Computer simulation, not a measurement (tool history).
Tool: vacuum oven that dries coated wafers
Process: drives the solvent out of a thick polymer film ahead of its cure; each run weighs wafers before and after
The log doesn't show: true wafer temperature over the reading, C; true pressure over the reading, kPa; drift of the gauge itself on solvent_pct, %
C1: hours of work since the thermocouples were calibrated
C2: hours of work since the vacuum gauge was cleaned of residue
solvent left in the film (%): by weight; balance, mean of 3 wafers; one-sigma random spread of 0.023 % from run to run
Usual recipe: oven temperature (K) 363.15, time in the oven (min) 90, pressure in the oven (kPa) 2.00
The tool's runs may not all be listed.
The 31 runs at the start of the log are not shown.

{"run": 32, "hour": 1948.8, "oven temperature (K)": 354.15, "time in the oven (min)": 56, "pressure in the oven (kPa)": 4.23, "C1": 895, "C2": 1004, "solvent left in the film (%)": 8.87}
{"run": 33, "hour": 1986.2, "oven temperature (K)": 354.15, "time in the oven (min)": 56, "pressure in the oven (kPa)": 4.23, "C1": 913, "C2": 1021, "solvent left in the film (%)": 8.79}
{"run": 34, "hour": 2036.5, "oven temperature (K)": 376.15, "time in the oven (min)": 85, "pressure in the oven (kPa)": 4.92, "C1": 936, "C2": 1045, "solvent left in the film (%)": 2.86}
{"run": 35, "hour": 2123.5, "oven temperature (K)": 375.15, "time in the oven (min)": 154, "pressure in the oven (kPa)": 2.0, "C1": 976, "C2": 1085, "solvent left in the film (%)": 1.03}
{"run": 36, "hour": 2168.9, "oven temperature (K)": 353.15, "time in the oven (min)": 122, "pressure in the oven (kPa)": 1.08, "C1": 997, "C2": 1105, "solvent left in the film (%)": 4.62}
{"run": 37, "hour": 2213.1, "oven temperature (K)": 374.15, "time in the oven (min)": 61, "pressure in the oven (kPa)": 1.55, "C1": 1017, "C2": 1126, "solvent left in the film (%)": 3.38}
{"run": 38, "hour": 2257.6, "oven temperature (K)": 367.15, "time in the oven (min)": 61, "pressure in the oven (kPa)": 5.47, "C1": 1037, "C2": 1146, "solvent left in the film (%)": 5.95}
{"run": 39, "hour": 2315.7, "oven temperature (K)": 367.15, "time in the oven (min)": 61, "pressure in the oven (kPa)": 5.47, "C1": 1064, "C2": 1173, "solvent left in the film (%)": 5.94}
{"run": 40, "hour": 2370.7, "oven temperature (K)": 363.15, "time in the oven (min)": 131, "pressure in the oven (kPa)": 1.39, "C1": 1089, "C2": 1198, "solvent left in the film (%)": 2.52}
{"run": 41, "hour": 2424.9, "oven temperature (K)": 363.15, "time in the oven (min)": 131, "pressure in the oven (kPa)": 1.39, "C1": 1114, "C2": 1223, "solvent left in the film (%)": 2.49}
{"run": 42, "hour": 2502.0, "oven temperature (K)": 363.15, "time in the oven (min)": 131, "pressure in the oven (kPa)": 1.39, "C1": 1150, "C2": 1258, "solvent left in the film (%)": 2.52}
{"run": 43, "hour": 2577.9, "oven temperature (K)": 363.15, "time in the oven (min)": 131, "pressure in the oven (kPa)": 1.39, "C1": 1184, "C2": 1293, "solvent left in the film (%)": 2.51}
{"run": 44, "hour": 2647.8, "oven temperature (K)": 363.15, "time in the oven (min)": 131, "pressure in the oven (kPa)": 6.15, "C1": 1217, "C2": 1325, "solvent left in the film (%)": 4.65}
{"run": 45, "hour": 2736.4, "oven temperature (K)": 366.15, "time in the oven (min)": 62, "pressure in the oven (kPa)": 4.1, "C1": 1257, "C2": 1366, "solvent left in the film (%)": 5.7}
{"run": 46, "hour": 2812.7, "oven temperature (K)": 365.15, "time in the oven (min)": 112, "pressure in the oven (kPa)": 5.69, "C1": 1292, "C2": 1401, "solvent left in the film (%)": 4.4}

4 ways to go on from here, each from the tool as it stands after run 46. What would each give?
{"run": "A", "hour": 2884.8, "oven temperature (K)": 374.15, "time in the oven (min)": 135, "pressure in the oven (kPa)": 2.47, "C1": 1325, "C2": 1434, "solvent left in the film (%)": "?"}
{"run": "B", "hour": 2884.8, "oven temperature (K)": 355.15, "time in the oven (min)": 64, "pressure in the oven (kPa)": 5.69, "C1": 1325, "C2": 1434, "solvent left in the film (%)": "?"}
{"run": "C", "hour": 2884.8, "oven temperature (K)": 355.15, "time in the oven (min)": 104, "pressure in the oven (kPa)": 3.7, "C1": 1325, "C2": 1434, "solvent left in the film (%)": "?"}
{"run": "D", "hour": 2884.8, "oven temperature (K)": 363.15, "time in the oven (min)": 75, "pressure in the oven (kPa)": 6.7, "C1": 1325, "C2": 1434, "solvent left in the film (%)": "?"}

run=A solvent_left_in_the_film_(%)=1.41
run=B solvent_left_in_the_film_(%)=8.67
run=C solvent_left_in_the_film_(%)=6.16
run=D solvent_left_in_the_film_(%)=6.56
With no hidden state in the tool, these same runs would have given:
run=A solvent_left_in_the_film_(%)=1.34
run=B solvent_left_in_the_film_(%)=8.75
run=C solvent_left_in_the_film_(%)=6.19
run=D solvent_left_in_the_film_(%)=6.67
